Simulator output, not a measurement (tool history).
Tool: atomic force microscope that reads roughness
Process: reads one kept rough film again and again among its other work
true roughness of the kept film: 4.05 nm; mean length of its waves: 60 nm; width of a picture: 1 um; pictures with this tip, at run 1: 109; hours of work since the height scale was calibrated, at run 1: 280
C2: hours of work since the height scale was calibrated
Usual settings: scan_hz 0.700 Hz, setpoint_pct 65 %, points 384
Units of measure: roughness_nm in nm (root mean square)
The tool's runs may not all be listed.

Run 1, hour 0.0: usual settings; pictures with this tip 109; C2 280. Result: roughness_nm 3.582 nm (root mean square).
At hour 6.7: new tip fitted.
Run 2, hour 15.0: usual settings; pictures with this tip 10; C2 290. Result: roughness_nm 3.742 nm (root mean square).
Run 3, hour 33.2: usual settings; pictures with this tip 34; C2 302. Result: roughness_nm 3.726 nm (root mean square).
Run 4, hour 46.0: usual settings; pictures with this tip 51; C2 310. Result: roughness_nm 3.705 nm (root mean square).
Run 5, hour 62.5: usual settings; pictures with this tip 72; C2 321. Result: roughness_nm 3.642 nm (root mean square).
Run 6, hour 78.7: usual settings; pictures with this tip 93; C2 332. Result: roughness_nm 3.599 nm (root mean square).
Run 7, hour 94.2: usual settings; pictures with this tip 113; C2 343. Result: roughness_nm 3.578 nm (root mean square).
At hour 98.4: new tip fitted.
Run 8, hour 109.5: usual settings; pictures with this tip 14; C2 352. Result: roughness_nm 3.728 nm (root mean square).
Run 9, hour 128.6: usual settings but scan_hz 0.543 Hz; pictures with this tip 39; C2 365. Result: roughness_nm 3.724 nm (root mean square).
Run 10, hour 138.7: usual settings; pictures with this tip 52; C2 372. Result: roughness_nm 3.681 nm (root mean square).
Run 11, hour 147.6: usual settings; pictures with this tip 64; C2 378. Result: roughness_nm 3.663 nm (root mean square).
Run 12, hour 158.2: usual settings but setpoint_pct 71 %, points 611; pictures with this tip 77; C2 385. Result: roughness_nm 3.592 nm (root mean square).

Run 13 is up next; what results do you expect?
Run 13, hour 177.0: usual settings but setpoint_pct 71 %, points 611; pictures with this tip 102; C2 397. Result: roughness_nm ?.

Run 13 yielded roughness_nm 3.576 nm (root mean square).
The same run, on a tool lacking any hidden state, would have yielded roughness_nm 3.774 nm (root mean square).
